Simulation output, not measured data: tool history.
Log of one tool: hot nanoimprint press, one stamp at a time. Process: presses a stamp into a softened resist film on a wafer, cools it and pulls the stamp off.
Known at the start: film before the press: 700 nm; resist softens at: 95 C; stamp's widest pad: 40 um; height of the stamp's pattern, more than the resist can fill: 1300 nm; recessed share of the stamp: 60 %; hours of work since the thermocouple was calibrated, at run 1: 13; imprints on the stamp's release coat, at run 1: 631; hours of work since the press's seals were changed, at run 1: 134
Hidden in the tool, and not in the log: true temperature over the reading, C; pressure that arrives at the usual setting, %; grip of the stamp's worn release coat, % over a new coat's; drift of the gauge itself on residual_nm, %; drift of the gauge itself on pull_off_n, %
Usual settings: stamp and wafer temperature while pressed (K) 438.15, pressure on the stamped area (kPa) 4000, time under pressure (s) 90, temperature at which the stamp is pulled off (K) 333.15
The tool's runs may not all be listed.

run,day,stamp and wafer temperature while pressed (K),pressure on the stamped area (kPa),time under pressure (s),temperature at which the stamp is pulled off (K),hours of work since the thermocouple was calibrated,imprints on the stamp's release coat,hours of work since the press's seals were changed,resist left under the stamp's widest pad (angstrom),greatest force while the stamp is pulled off (N)
1,0.000,438.15,4000,90,333.15,13,631,134,3526,114
# day 1.062: stamp cleaned and given a new release coat
2,1.717,438.15,4000,90,333.15,40,90,161,3577,99
3,3.654,438.15,4000,90,333.15,76,358,198,3621,102
4,4.871,438.15,4000,90,333.15,99,525,220,3596,107
# day 6.629: stamp cleaned and given a new release coat
5,6.725,445.15,4000,90,333.15,129,13,250,2712,102
6,8.008,445.15,4000,90,333.15,152,190,274,2748,107
7,8.842,445.15,4000,90,333.15,168,305,290,2702,106
8,10.688,438.15,2790,90,333.15,202,560,324,4196,113
9,11.638,438.15,4000,90,333.15,220,690,342,3668,110
# day 12.117: stamp cleaned and given a new release coat
10,12.917,438.15,4000,69,333.15,239,110,361,4031,102
11,14.771,438.15,5640,69,333.15,274,366,395,3536,114
12,16.208,438.15,5640,69,333.15,301,564,422,3568,114
13,17.208,450.15,4000,90,333.15,319,702,441,2274,119
# day 17.592: stamp cleaned and given a new release coat
# day 18.317: plate thermocouple calibrated
14,18.421,445.15,4000,90,337.15,2,97,456,2686,96
15,20.212,445.15,6170,90,336.15,35,344,490,2229,106

Run 16 comes next. What will it give?
16,21.867,449.15,4090,81,321.15,66,572,521,?,?

Run 16 gave resist left under the stamp's widest pad (angstrom) 2382, greatest force while the stamp is pulled off (N) 124.
Without the tool's hidden state the same run would have given resist left under the stamp's widest pad (angstrom) 2319, greatest force while the stamp is pulled off (N) 111.
